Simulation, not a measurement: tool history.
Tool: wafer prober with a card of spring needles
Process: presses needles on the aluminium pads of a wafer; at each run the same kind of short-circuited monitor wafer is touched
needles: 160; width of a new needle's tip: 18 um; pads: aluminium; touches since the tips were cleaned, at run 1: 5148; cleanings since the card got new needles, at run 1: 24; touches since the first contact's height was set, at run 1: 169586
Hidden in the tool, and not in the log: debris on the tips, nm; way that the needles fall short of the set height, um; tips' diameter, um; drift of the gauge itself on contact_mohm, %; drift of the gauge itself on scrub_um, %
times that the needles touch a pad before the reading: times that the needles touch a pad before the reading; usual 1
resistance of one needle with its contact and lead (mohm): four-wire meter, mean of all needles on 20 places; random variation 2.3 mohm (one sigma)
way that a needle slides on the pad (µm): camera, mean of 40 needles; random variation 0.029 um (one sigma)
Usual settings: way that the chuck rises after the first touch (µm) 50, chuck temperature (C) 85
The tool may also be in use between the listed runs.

run	hour	way that the chuck rises after the first touch (µm)	chuck temperature (C)	times that the needles touch a pad before the reading	touches since the tips were cleaned	cleanings since the card got new needles	touches since the first contact's height was set	resistance of one needle with its contact and lead (mohm)	way that a needle slides on the pad (µm)
1	0	50	85	1	5148	24	169586	285	6.04
# hour 7.1: tips cleaned on abrasive film
# hour 27.9: tips cleaned on abrasive film
# hour 49.2: tips cleaned on abrasive film
2	51	50	85	1	655	27	187825	269	5.87
# hour 70.8: tips cleaned on abrasive film
3	84.2	50	85	1	4805	28	199743	293	5.93
# hour 88.7: tips cleaned on abrasive film
# hour 108.7: tips cleaned on abrasive film
# hour 127.7: tips cleaned on abrasive film
# hour 128: height of the first contact set anew
4	136.7	50	85	1	3112	31	3112	279	6.26
# hour 148: tips cleaned on abrasive film
# hour 169: tips cleaned on abrasive film
5	178.5	50	85	1	3414	33	18094	281	6.25
# hour 188.6: tips cleaned on abrasive film
# hour 204.5: tips cleaned on abrasive film, once more
6	211.3	50	45	1	2429	35	29828	275	6.26
# hour 226.4: tips cleaned on abrasive film
# hour 247.8: tips cleaned on abrasive film
7	249.2	50	45	1	510	37	43392	253	6.27
# hour 266.7: tips cleaned on abrasive film
# hour 287.9: tips cleaned on abrasive film
# hour 307.6: tips cleaned on abrasive film
8	307.6	50	45	1	0	40	64318	250	6.24
# hour 327.2: tips cleaned on abrasive film
# hour 347.2: tips cleaned on abrasive film
# hour 366.6: tips cleaned on abrasive film
9	366.6	50	85	1	0	43	85439	261	6.2
# hour 386.4: tips cleaned on abrasive film
10	391.2	50	85	1	1754	44	94271	278	6.17
# hour 407.8: tips cleaned on abrasive film
# hour 427: tips cleaned on abrasive film
11	428.1	50	85	1	421	46	107472	270	6.2
# hour 446.2: tips cleaned on abrasive film
12	459.2	50	85	1	4685	47	118614	289	6.16
# hour 468.1: tips cleaned on abrasive film
# hour 487.3: tips cleaned on abrasive film
13	489.3	50	85	1	716	49	129363	271	6.07
# hour 505.7: tips cleaned on abrasive film
# hour 524.6: tips cleaned on abrasive film
14	534.8	50	57	1	3681	51	145679	281	6.15
# hour 543: tips cleaned on abrasive film
# hour 564.5: tips cleaned on abrasive film
15	576	50	57	1	4166	53	160456	286	6.1
# hour 585: tips cleaned on abrasive film
# hour 605: tips cleaned on abrasive film
16	620.3	50	57	1	5503	55	176316	291	6.06
# hour 623.1: tips cleaned on abrasive film
# hour 644.9: tips cleaned on abrasive film
17	646.1	59	57	1	427	57	185520	257	7.2
# hour 665.9: tips cleaned on abrasive film
# hour 684.6: tips cleaned on abrasive film
18	692.5	59	57	1	2837	59	202143	270	7.22
# hour 704.4: tips cleaned on abrasive film
19	716.9	59	57	1	4493	60	210894	270	7.23
# hour 724.3: tips cleaned on abrasive film
# hour 727.1: height of the first contact set anew
# hour 745: tips cleaned on abrasive film
20	761.3	50	80	1	5861	62	12260	293	6.27
# hour 765.7: tips cleaned on abrasive film
# hour 783.5: tips cleaned on abrasive film
# hour 803.1: tips cleaned on abrasive film
21	811.5	50	87	3	3014	65	30217	272	6.26
# hour 824.9: tips cleaned on abrasive film
# hour 843.8: tips cleaned on abrasive film
22	845.8	50	87	3	704	67	42486	267	6.22
# hour 864.1: tips cleaned on abrasive film
23	878	37	58	1	5031	68	54055	318	4.52
# hour 882.6: tips cleaned on abrasive film
# hour 901.2: tips cleaned on abrasive film
# hour 921.6: tips cleaned on abrasive film
24	931.6	47	64	2	3602	71	73242	273	5.77
# hour 942.5: tips cleaned on abrasive film
# hour 960.5: tips cleaned on abrasive film
25	976.3	47	64	2	5686	73	89230	276	5.79
# hour 980.6: tips cleaned on abrasive film
# hour 999.3: tips cleaned on abrasive film
26	1016.7	50	44	1	6260	75	103724	293	6.16
# hour 1021.3: tips cleaned on abrasive film
# hour 1040.6: tips cleaned on abrasive film
# hour 1059.4: tips cleaned on abrasive film
27	1065.4	50	44	1	2156	78	121131	275	6.12
# hour 1078.8: tips cleaned on abrasive film
# hour 1098.9: tips cleaned on abrasive film
# hour 1118.3: tips cleaned on abrasive film
28	1122.6	50	44	1	1549	81	141621	271	6.11
# hour 1139.3: tips cleaned on abrasive film
29	1148.4	32	114	2	3300	82	150870	324	3.81
# hour 1159.5: tips cleaned on abrasive film
# hour 1179.8: tips cleaned on abrasive film
30	1193.3	32	114	2	4848	84	166941	326	3.78

Forecast each of these 4 alternatives for the next run:
# hour 1201.1: tips cleaned on abrasive film
# hour 1223.2: tips cleaned on abrasive film
A	1227.3	32	39	1	1483	86	179110	?	?
# hour 1201.1: tips cleaned on abrasive film
# hour 1223.2: tips cleaned on abrasive film
B	1227.3	50	48	2	1483	86	179110	?	?
# hour 1201.1: tips cleaned on abrasive film
# hour 1223.2: tips cleaned on abrasive film
C	1227.3	37	85	2	1483	86	179110	?	?
# hour 1201.1: tips cleaned on abrasive film
# hour 1223.2: tips cleaned on abrasive film
D	1227.3	32	51	2	1483	86	179110	?	?

run	resistance of one needle with its contact and lead (mohm)	way that a needle slides on the pad (µm)
A	311	3.76
B	262	6.09
C	290	4.47
D	293	3.78
Without the tool's hidden state the same runs would have given:
run	resistance of one needle with its contact and lead (mohm)	way that a needle slides on the pad (µm)
A	260	4.01
B	247	6.33
C	266	4.71
D	260	4.02
